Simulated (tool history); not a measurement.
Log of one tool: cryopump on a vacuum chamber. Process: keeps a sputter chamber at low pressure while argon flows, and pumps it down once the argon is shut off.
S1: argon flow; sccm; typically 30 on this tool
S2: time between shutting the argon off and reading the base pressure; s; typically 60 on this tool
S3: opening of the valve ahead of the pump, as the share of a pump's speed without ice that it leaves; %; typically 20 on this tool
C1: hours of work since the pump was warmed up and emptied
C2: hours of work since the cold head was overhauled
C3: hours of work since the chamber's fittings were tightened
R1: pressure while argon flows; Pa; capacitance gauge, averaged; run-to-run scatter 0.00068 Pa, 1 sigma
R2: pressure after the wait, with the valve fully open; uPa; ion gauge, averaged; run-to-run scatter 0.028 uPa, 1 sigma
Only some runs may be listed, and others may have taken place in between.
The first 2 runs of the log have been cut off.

run	hour	S1	S2	S3	C1	C2	C3	R1	R2
3	76.0	30	60	46	396	396	548	0.0538	1.84
4	106.1	30	60	59	417	417	568	0.0436	1.84
5	142.8	30	60	59	441	441	593	0.0431	1.83
6	165.7	30	60	20	457	457	609	0.1207	1.86
7	187.8	30	60	20	472	472	624	0.1201	1.98
8	209.6	30	60	20	487	487	638	0.1213	1.91
9	231.9	30	60	20	502	502	653	0.1212	1.88
10	258.2	30	60	20	520	520	671	0.1220	1.97
11	278.0	30	60	20	533	533	685	0.1215	2.05
12	319.0	30	60	20	561	561	712	0.1217	2.06
13	358.1	30	61	20	587	587	739	0.1236	2.03
14	391.4	30	61	20	610	610	761	0.1229	2.09
15	423.1	30	25	20	631	631	783	0.1217	3.75
16	445.7	30	60	20	646	646	798	0.1229	2.18

For run 17, what comes out?
17	480.5	30	60	27	670	670	822	?	?

Logged for run 17: R1 0.0935 Pa, R2 2.18 uPa.
With the hidden condition absent and the run-to-run variation left alone, this run would have shown R1 0.0869 Pa, R2 1.27 uPa.

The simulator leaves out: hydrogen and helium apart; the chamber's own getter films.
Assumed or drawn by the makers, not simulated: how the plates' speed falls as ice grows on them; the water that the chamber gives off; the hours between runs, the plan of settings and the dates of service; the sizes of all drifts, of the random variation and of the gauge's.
